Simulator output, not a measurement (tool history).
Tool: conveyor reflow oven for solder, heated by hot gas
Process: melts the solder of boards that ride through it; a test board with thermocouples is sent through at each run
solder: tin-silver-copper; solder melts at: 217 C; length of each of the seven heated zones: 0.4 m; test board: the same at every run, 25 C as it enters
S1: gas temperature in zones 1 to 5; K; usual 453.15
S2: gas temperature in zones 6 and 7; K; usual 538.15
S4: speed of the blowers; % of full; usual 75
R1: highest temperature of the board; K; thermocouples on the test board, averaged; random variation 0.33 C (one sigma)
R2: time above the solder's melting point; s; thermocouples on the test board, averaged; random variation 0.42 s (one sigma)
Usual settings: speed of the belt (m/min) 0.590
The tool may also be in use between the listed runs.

run 1 day=0.000 | S1=453.15 S2=538.15 speed_of_the_belt_(m/min)=0.590 S4=75 | R1=515.55 R2=52.0
run 2 day=0.808 | S1=453.15 S2=538.15 speed_of_the_belt_(m/min)=0.590 S4=75 | R1=514.65 R2=51.1
run 3 day=1.892 | S1=453.15 S2=538.15 speed_of_the_belt_(m/min)=0.590 S4=75 | R1=514.25 R2=50.8
run 4 day=3.075 | S1=453.15 S2=538.15 speed_of_the_belt_(m/min)=0.590 S4=75 | R1=514.85 R2=50.8
-- day=3.921 flux residue cleaned out of gas plates and filters
run 5 day=4.125 | S1=453.15 S2=538.15 speed_of_the_belt_(m/min)=0.590 S4=75 | R1=519.85 R2=58.3
run 6 day=5.204 | S1=453.15 S2=538.15 speed_of_the_belt_(m/min)=0.590 S4=75 | R1=518.65 R2=56.7
run 7 day=6.196 | S1=453.15 S2=538.15 speed_of_the_belt_(m/min)=0.590 S4=75 | R1=518.75 R2=56.8
run 8 day=7.012 | S1=453.15 S2=538.15 speed_of_the_belt_(m/min)=0.590 S4=75 | R1=518.75 R2=57.1
run 9 day=8.575 | S1=453.15 S2=538.15 speed_of_the_belt_(m/min)=0.590 S4=75 | R1=518.25 R2=55.9
run 10 day=9.475 | S1=453.15 S2=538.15 speed_of_the_belt_(m/min)=0.590 S4=75 | R1=518.25 R2=56.6
run 11 day=10.321 | S1=453.15 S2=538.15 speed_of_the_belt_(m/min)=0.590 S4=75 | R1=518.05 R2=56.6
run 12 day=11.262 | S1=453.15 S2=538.15 speed_of_the_belt_(m/min)=0.590 S4=75 | R1=517.85 R2=56.0
run 13 day=12.429 | S1=453.15 S2=536.15 speed_of_the_belt_(m/min)=0.590 S4=75 | R1=515.95 R2=53.9
run 14 day=13.850 | S1=453.15 S2=536.15 speed_of_the_belt_(m/min)=0.590 S4=75 | R1=515.85 R2=53.4
run 15 day=14.529 | S1=453.15 S2=536.15 speed_of_the_belt_(m/min)=0.590 S4=75 | R1=515.75 R2=53.5
run 16 day=15.304 | S1=453.15 S2=544.15 speed_of_the_belt_(m/min)=0.596 S4=78 | R1=522.65 R2=58.6
run 17 day=16.588 | S1=453.15 S2=544.15 speed_of_the_belt_(m/min)=0.596 S4=78 | R1=521.65 R2=58.4
run 18 day=17.962 | S1=445.15 S2=543.15 speed_of_the_belt_(m/min)=0.536 S4=76 | R1=522.15 R2=62.8
run 19 day=18.829 | S1=445.15 S2=543.15 speed_of_the_belt_(m/min)=0.536 S4=76 | R1=521.95 R2=63.1
run 20 day=19.771 | S1=445.15 S2=543.15 speed_of_the_belt_(m/min)=0.536 S4=76 | R1=522.15 R2=62.5

Forecast run 21:
run 21 day=21.029 | S1=445.15 S2=538.15 speed_of_the_belt_(m/min)=0.590 S4=65 | R1=? R2=?

{"run 21": {"R1": 510.85, "R2": 43.5}}
Without the tool's hidden state the same run would have given R1 514.95 K, R2 48.7 s.

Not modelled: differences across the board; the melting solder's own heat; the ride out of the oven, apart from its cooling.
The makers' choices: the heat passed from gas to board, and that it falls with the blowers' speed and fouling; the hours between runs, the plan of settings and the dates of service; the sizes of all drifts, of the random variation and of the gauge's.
